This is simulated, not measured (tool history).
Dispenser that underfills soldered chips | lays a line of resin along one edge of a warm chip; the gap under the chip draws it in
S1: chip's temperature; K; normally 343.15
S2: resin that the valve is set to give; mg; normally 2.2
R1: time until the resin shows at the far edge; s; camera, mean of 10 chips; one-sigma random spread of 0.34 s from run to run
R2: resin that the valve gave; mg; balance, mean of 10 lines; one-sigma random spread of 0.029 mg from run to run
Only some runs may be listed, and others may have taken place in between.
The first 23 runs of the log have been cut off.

| run | hour | S1 | S2 | R1 | R2 |
|---|---|---|---|---|---|
|  | 113.2 | new syringe of resin |
| 24 | 113.7 | 348.15 | 2.1 | 12.8 | 2.08 |
| 25 | 118.3 | 347.15 | 2.37 | 14.5 | 2.4 |
|  | 122.3 | new syringe of resin |
| 26 | 122.3 | 330.15 | 2.37 | 26.5 | 2.36 |
| 27 | 128.8 | 330.15 | 2.37 | 30.3 | 2.37 |
|  | 131.5 | new syringe of resin |
| 28 | 134.8 | 331.15 | 2.45 | 27 | 2.4 |
|  | 140.9 | new syringe of resin |
| 29 | 141 | 351.15 | 2.34 | 11.4 | 2.28 |
| 30 | 145.6 | 351.15 | 2.34 | 11.7 | 2.3 |
| 31 | 148.9 | 340.15 | 2.8 | 20 | 2.75 |
|  | 150 | new syringe of resin |
| 32 | 155.8 | 329.15 | 1.99 | 33.2 | 1.94 |
|  | 159.2 | new syringe of resin |
| 33 | 162 | 350.15 | 2.85 | 12 | 2.77 |
|  | 168.4 | new syringe of resin |
| 34 | 168.5 | 350.15 | 2.85 | 11.7 | 2.73 |

What does the tool deliver on the next run?
| 35 | 173.1 | 334.15 | 2.66 | ? | ? |

{"run 35": {"R1": 24.7, "R2": 2.55}}
Had the tool carried no hidden state, the very same run would have given R1 23.4 s, R2 2.65 mg.

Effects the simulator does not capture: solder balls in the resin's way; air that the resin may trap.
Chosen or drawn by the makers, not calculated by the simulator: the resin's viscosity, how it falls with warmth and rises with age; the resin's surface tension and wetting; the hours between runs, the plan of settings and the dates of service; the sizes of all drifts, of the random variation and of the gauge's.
